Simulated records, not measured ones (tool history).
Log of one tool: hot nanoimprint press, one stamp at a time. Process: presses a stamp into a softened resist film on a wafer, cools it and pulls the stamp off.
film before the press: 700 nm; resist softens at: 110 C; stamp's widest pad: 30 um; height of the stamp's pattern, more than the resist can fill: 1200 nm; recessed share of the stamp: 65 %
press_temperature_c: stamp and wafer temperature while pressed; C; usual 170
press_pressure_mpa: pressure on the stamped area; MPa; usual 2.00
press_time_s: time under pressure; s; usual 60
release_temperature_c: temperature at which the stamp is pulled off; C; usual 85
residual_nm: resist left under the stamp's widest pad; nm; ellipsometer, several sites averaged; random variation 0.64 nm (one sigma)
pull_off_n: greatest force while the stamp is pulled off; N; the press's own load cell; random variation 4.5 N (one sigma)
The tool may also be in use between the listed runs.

run   hour  press_temperature_c  press_pressure_mpa  press_time_s  release_temperature_c  residual_nm  pull_off_n
  1    0.0                  170                2.00            60                     85        259.8         216
  2    8.7                  168                2.00            60                     85        282.2         225
  3   12.9                  160                2.00            60                     85        399.9         214
  4   19.2                  160                2.00            60                     85        399.3         227
  5   25.6                  160                2.00           107                     85        333.5         223
  6   35.1                  160                2.00           107                     85        334.1         222
  7   43.6                  170                2.00            60                     85        259.8         229
  8   48.8                  176                2.00            60                     85        201.6         222
  9   56.0                  176                2.00            60                     85        202.1         223
 10   65.5                  164                2.00            60                     85        336.3         224
 11   70.9                  170                2.84            37                     80        251.6         234
 12   78.5                  160                2.00            47                     87        430.1         216
 13   86.5                  160                2.00            47                     87        427.6         211
 14   94.0                  161                2.00            68                     76        368.1         241
 15  101.7                  182                1.62           117                     86        140.2         213
 16  110.5                  181                1.62            36                     92        226.6         205
 17  116.0                  181                1.62            36                     92        226.0         204
 18  126.3                  160                1.51            47                     76        479.3         255

5 ways to go on from here, each from the tool as it stands after run 18. What would each give?
  A  135.6                  170                1.64            60                     85            ?           ?
  B  135.6                  162                2.18            47                     86            ?           ?
  C  135.6                  178                1.33            47                     83            ?           ?
  D  135.6                  160                1.23            47                     72            ?           ?
  E  135.6                  160                2.00            60                     85            ?           ?

run  residual_nm  pull_off_n
  A        290.6         230
  B        380.2         217
  C        258.5         230
  D        517.9         263
  E        397.9         224
Without the tool's hidden state the same runs would have given:
run  residual_nm  pull_off_n
  A        290.7         226
  B        380.3         213
  C        258.5         226
  D        518.0         258
  E        397.9         220

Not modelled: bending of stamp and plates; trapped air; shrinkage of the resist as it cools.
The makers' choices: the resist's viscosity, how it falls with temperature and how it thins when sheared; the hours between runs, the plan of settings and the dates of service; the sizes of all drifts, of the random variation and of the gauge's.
